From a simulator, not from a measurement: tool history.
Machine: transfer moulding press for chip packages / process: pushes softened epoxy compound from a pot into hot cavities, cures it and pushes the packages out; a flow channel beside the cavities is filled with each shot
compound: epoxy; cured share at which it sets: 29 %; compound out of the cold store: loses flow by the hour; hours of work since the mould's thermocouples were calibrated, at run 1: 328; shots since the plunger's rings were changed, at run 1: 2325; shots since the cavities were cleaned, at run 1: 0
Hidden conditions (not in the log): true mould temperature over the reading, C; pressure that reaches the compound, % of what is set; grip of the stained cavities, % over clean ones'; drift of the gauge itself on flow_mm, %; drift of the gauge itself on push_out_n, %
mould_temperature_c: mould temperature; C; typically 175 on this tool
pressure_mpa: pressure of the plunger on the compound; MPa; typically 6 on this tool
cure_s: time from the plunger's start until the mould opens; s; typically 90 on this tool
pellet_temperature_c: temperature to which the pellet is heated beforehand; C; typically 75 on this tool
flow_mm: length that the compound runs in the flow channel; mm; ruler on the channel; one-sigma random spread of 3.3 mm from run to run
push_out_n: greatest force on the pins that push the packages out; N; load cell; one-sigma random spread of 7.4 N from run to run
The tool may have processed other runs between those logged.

run     day  mould_temperature_c  pressure_mpa  cure_s  pellet_temperature_c  hours of work since the mould's thermocouples were calibrated  shots since the plunger's rings were changed  shots since the cavities were cleaned  incoming compound's hours out of the cold store  flow_mm  push_out_n
  1       0                  175             6      90                    75                                                            328                                          2325                                      0                                             16.2      977         306
  2   0.458                  175             6      90                    75                                                            333                                          2425                                    100                                             27.2      941         301
  3   1.338                  175             6      79                    75                                                            342                                          2618                                    293                                             14.4      978         413
  4       2                  175             6      79                    75                                                            348                                          2763                                    438                                             38.4      915         379
  5   2.442                  175             6      79                    75                                                            353                                          2860                                    535                                             33.5      931         403
  6   3.075                  175             6      90                    75                                                            359                                          2999                                    674                                             15.4      974         318
  7   4.079                  175             6      90                    75                                                            369                                          3219                                    894                                             22.2      956         308
  8   4.704                  175             6      90                    75                                                            375                                          3356                                   1031                                             28.3      947         314
  9   5.112                  175          4.95      90                    75                                                            380                                          3445                                   1120                                             40.8      821         324
      5.546  -- cavities cleaned with cleaning compound and waxed
 10   5.746                  175          4.95      90                    75                                                            385                                          3570                                     44                                             16.6      878         313
 11   6.175                  175             6      90                    75                                                            390                                          3664                                    138                                             12.1      986         310
 12   7.067                  175             6      90                    75                                                            399                                          3860                                    334                                             13.1      990         310
 13   7.908                  175             6      90                    75                                                            407                                          4045                                    519                                             46.6      893         300
 14   8.567                  175             6      90                    75                                                            414                                          4189                                    663                                             26.4      944         304
 15   9.396                  175             6      90                    75                                                            422                                          4370                                    844                                             32.4      926         305
 16  10.383                  175             6      90                    75                                                            432                                          4587                                   1061                                             35.5      921         323
 17  10.879                  170             6      73                    75                                                            437                                          4696                                   1170                                             29.7      947         663
       11.1  -- cavities cleaned with cleaning compound and waxed
 18  11.429                  169             6      90                    75                                                            442                                          4802                                     72                                             40.8      915         416
 19  12.396                  169          6.72     101                    80                                                            452                                          5014                                    284                                             33.6      996         346
 20  12.979                  169          6.72     101                    80                                                            457                                          5142                                    412                                             28.5     1010         354
 21  13.717                  180             6      90                    75                                                            465                                          5303                                    573                                             24.8      934         260
 22  14.221                  174          7.39      90                    76                                                            470                                          5414                                    684                                             26.8     1050         331
 23  14.654                  174          7.39      90                    76                                                            474                                          5509                                    779                                             11.6     1100         337
 24  15.421                  174          7.39      90                    76                                                            482                                          5676                                    946                                             35.1     1022         321
 25  15.933                  169          7.39      90                    79                                                            487                                          5790                                   1060                                             10.2     1119         487
 26    16.5                  169          7.39      90                    67                                                            493                                          5914                                   1184                                             33.4     1040         461
     16.654  -- cavities cleaned with cleaning compound and waxed
     16.829  -- plunger's sealing rings changed
 27  17.558                  168          6.15      90                    67                                                            502                                           160                                    176                                              8.6     1020         533
 28  18.117                  175           4.7      90                    75                                                            507                                           282                                    298                                             16.6      858         315
 29  18.904                  169          6.94      74                    69                                                            515                                           455                                    471                                               42      990         682

3 options for the next run, each taken on its own from the tool as it stands now. Forecast them:
  A  19.462                  169          6.94      78                    69                                                            521                                           577                                    593                                             23.2        ?           ?
  B  19.462                  169          6.53     128                    79                                                            521                                           577                                    593                                             23.8        ?           ?
  C  19.462                  178          7.46      90                    75                                                            521                                           577                                    593                                             25.7        ?           ?

run  flow_mm  push_out_n
  A     1045         640
  B     1010         262
  C     1055         268
Stripped of hidden state, with their random variation kept, the same runs would have yielded:
run  flow_mm  push_out_n
  A     1045         632
  B     1010         259
  C     1056         265
